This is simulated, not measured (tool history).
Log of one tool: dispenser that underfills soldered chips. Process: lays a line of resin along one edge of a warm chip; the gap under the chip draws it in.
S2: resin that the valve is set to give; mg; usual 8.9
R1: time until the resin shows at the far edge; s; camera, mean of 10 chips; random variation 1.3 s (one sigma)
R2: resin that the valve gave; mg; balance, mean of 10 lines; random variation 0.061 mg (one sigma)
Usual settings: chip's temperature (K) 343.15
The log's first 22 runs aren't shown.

-- hour=137.3 new syringe of resin
run 23 hour=141.3 | chip's_temperature_(K)=341.15 S2=8.72 | R1=189.2 R2=8.52
-- hour=147.8 new syringe of resin
run 24 hour=148.4 | chip's_temperature_(K)=335.15 S2=8.11 | R1=207 R2=7.88
run 25 hour=154.2 | chip's_temperature_(K)=335.15 S2=8.11 | R1=287.3 R2=7.93
-- hour=158.5 new syringe of resin
run 26 hour=160.7 | chip's_temperature_(K)=342.15 S2=8.93 | R1=156.9 R2=8.67
run 27 hour=166.5 | chip's_temperature_(K)=342.15 S2=8.93 | R1=226.6 R2=8.54
-- hour=168.6 new syringe of resin
run 28 hour=174.9 | chip's_temperature_(K)=335.15 S2=9.42 | R1=269 R2=8.94
-- hour=179.3 new syringe of resin
run 29 hour=183.3 | chip's_temperature_(K)=352.15 S2=11.34 | R1=116.4 R2=10.8
-- hour=189.8 new syringe of resin
run 30 hour=191.5 | chip's_temperature_(K)=332.15 S2=8.89 | R1=243 R2=8.47
run 31 hour=195.6 | chip's_temperature_(K)=332.15 S2=8.89 | R1=308.5 R2=8.39
-- hour=200.3 new syringe of resin
run 32 hour=202.1 | chip's_temperature_(K)=352.15 S2=10.11 | R1=105.8 R2=9.65
run 33 hour=206.7 | chip's_temperature_(K)=349.15 S2=10.29 | R1=154.6 R2=9.69
-- hour=210.8 new syringe of resin
run 34 hour=211.6 | chip's_temperature_(K)=337.15 S2=7.91 | R1=194.6 R2=7.46

Forecast each of these 5 alternatives for the next run:
run A hour=215.4 | chip's_temperature_(K)=342.15 S2=8.2 | R1=? R2=?
run B hour=215.4 | chip's_temperature_(K)=335.15 S2=10.57 | R1=? R2=?
run C hour=215.4 | chip's_temperature_(K)=343.15 S2=9.58 | R1=? R2=?
run D hour=215.4 | chip's_temperature_(K)=352.15 S2=8.5 | R1=? R2=?
run E hour=215.4 | chip's_temperature_(K)=338.15 S2=9.18 | R1=? R2=?

run=A R1=198.8 R2=7.79
run=B R1=249 R2=9.85
run=C R1=177.5 R2=8.98
run=D R1=128 R2=8.01
run=E R1=224.9 R2=8.69
Without the tool's hidden state the same runs would have given:
run=A R1=132.9 R2=8.28
run=B R1=167.4 R2=10.48
run=C R1=119.6 R2=9.56
run=D R1=86.3 R2=8.52
run=E R1=150.8 R2=9.25
